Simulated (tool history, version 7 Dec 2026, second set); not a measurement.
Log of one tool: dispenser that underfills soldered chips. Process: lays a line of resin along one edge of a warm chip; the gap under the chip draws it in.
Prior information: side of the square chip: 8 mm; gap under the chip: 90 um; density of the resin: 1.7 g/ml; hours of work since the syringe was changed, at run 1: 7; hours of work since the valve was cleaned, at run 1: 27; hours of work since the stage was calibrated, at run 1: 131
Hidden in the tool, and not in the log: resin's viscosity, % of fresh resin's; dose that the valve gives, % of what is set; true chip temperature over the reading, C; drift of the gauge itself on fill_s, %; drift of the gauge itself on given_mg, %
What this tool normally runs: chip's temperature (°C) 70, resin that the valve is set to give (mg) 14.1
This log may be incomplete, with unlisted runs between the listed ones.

run    day  chip's temperature (°C)  resin that the valve is set to give (mg)  hours of work since the syringe was changed  hours of work since the valve was cleaned  hours of work since the stage was calibrated  time until the resin shows at the far edge (s)  resin that the valve gave (mg)
  1  0.000                       70                                      14.1                                            7                                         27                                           131                                            73.2                           13.71
     0.196  -- new syringe of resin
  2  0.196                       62                                      14.1                                            0                                         30                                           134                                            63.0                           13.89
  3  0.354                       70                                      12.2                                            2                                         33                                           137                                            58.1                           11.86
  4  0.471                       70                                      12.2                                            4                                         35                                           138                                            63.5                           11.96
  5  0.704                       70                                      12.2                                            8                                         38                                           142                                            80.7                           11.93
  6  0.825                       70                                      12.2                                           10                                         40                                           144                                            90.6                           11.90
     0.854  -- new syringe of resin
  7  0.962                       70                                      16.5                                            2                                         42                                           146                                            51.3                           15.95
  8  1.121                       70                                      14.1                                            4                                         45                                           148                                            59.5                           13.64
  9  1.358                       70                                      14.1                                            8                                         48                                           152                                            73.8                           13.53
     1.529  -- new syringe of resin
 10  1.538                       70                                      14.1                                            0                                         51                                           155                                            47.1                           13.68
 11  1.683                       66                                      14.1                                            2                                         53                                           157                                            61.9                           13.48
 12  1.825                       70                                      14.1                                            5                                         56                                           159                                            63.1                           13.52
 13  2.042                       70                                      14.1                                            8                                         59                                           163                                            76.6                           13.55
     2.188  -- new syringe of resin
 14  2.204                       70                                      18.2                                            0                                         61                                           165                                            46.9                           17.48
 15  2.312                       70                                      17.5                                            2                                         63                                           167                                            52.7                           16.64
 16  2.562                       59                                      14.1                                            6                                         67                                           171                                            96.5                           13.34
 17  2.742                       59                                      14.1                                            9                                         70                                           174                                           112.1                           13.33
     2.858  -- new syringe of resin
 18  2.892                       59                                      14.1                                            1                                         72                                           176                                            69.5                           13.25
 19  3.008                       69                                      17.8                                            2                                         74                                           178                                            54.0                           16.72
 20  3.217                       61                                      12.0                                            6                                         77                                           181                                            95.4                           11.33
 21  3.400                       66                                      15.4                                            8                                         80                                           184                                            87.0                           14.51
     3.517  -- new syringe of resin
 22  3.538                       76                                      14.1                                            0                                         82                                           186                                            42.0                           13.13
 23  3.758                       84                                      14.6                                            4                                         85                                           189                                            38.7                           13.58
 24  3.896                       73                                      15.4                                            6                                         88                                           191                                            61.4                           14.36
     4.025  -- dispensing valve cleaned and set on the balance
 25  4.046                       70                                      15.9                                            8                                          0                                           193                                            71.6                           15.88
     4.233  -- new syringe of resin
 26  4.279                       60                                      12.4                                            1                                          4                                           197                                            70.7                           12.27
 27  4.388                       81                                      12.8                                            2                                          5                                           198                                            39.7                           12.70
 28  4.508                       59                                      12.5                                            4                                          7                                           200                                            88.9                           12.48
 29  4.654                       71                                      14.1                                            7                                         10                                           202                                            65.4                           13.86
 30  4.767                       71                                      14.1                                            8                                         11                                           204                                            71.4                           13.86
     4.888  -- new syringe of resin
 31  4.975                       71                                      14.1                                            1                                         15                                           207                                            50.3                           13.98
 32  5.104                       60                                      17.2                                            3                                         17                                           209                                            76.1                           16.94
 33  5.333                       66                                      13.5                                            7                                         20                                           213                                            81.9                           13.28
     5.558  -- new syringe of resin
 34  5.583                       66                                      13.5                                            0                                         24                                           217                                            55.7                           13.21
 35  5.804                       66                                      13.5                                            4                                         27                                           220                                            67.9                           13.19
 36  6.038                       85                                      15.5                                            8                                         31                                           224                                            45.9                           15.02

Consider 3 possible next runs. They are alternatives, not a sequence: every one starts from the tool as it was left by run 36. What does each give?
     6.229  -- new syringe of resin
  A  6.283                       64                                      17.5                                            1                                         35                                           227                                               ?                               ?
     6.229  -- new syringe of resin
  B  6.283                       60                                      13.8                                            1                                         35                                           227                                               ?                               ?
     6.229  -- new syringe of resin
  C  6.283                       64                                      12.9                                            1                                         35                                           227                                               ?                               ?

run  time until the resin shows at the far edge (s)  resin that the valve gave (mg)
  A                                            57.3                           16.87
  B                                            67.9                           13.36
  C                                            60.9                           12.47
Without the tool's hidden state the same runs would have given:
run  time until the resin shows at the far edge (s)  resin that the valve gave (mg)
  A                                            56.5                           17.41
  B                                            66.7                           13.78
  C                                            59.7                           12.86
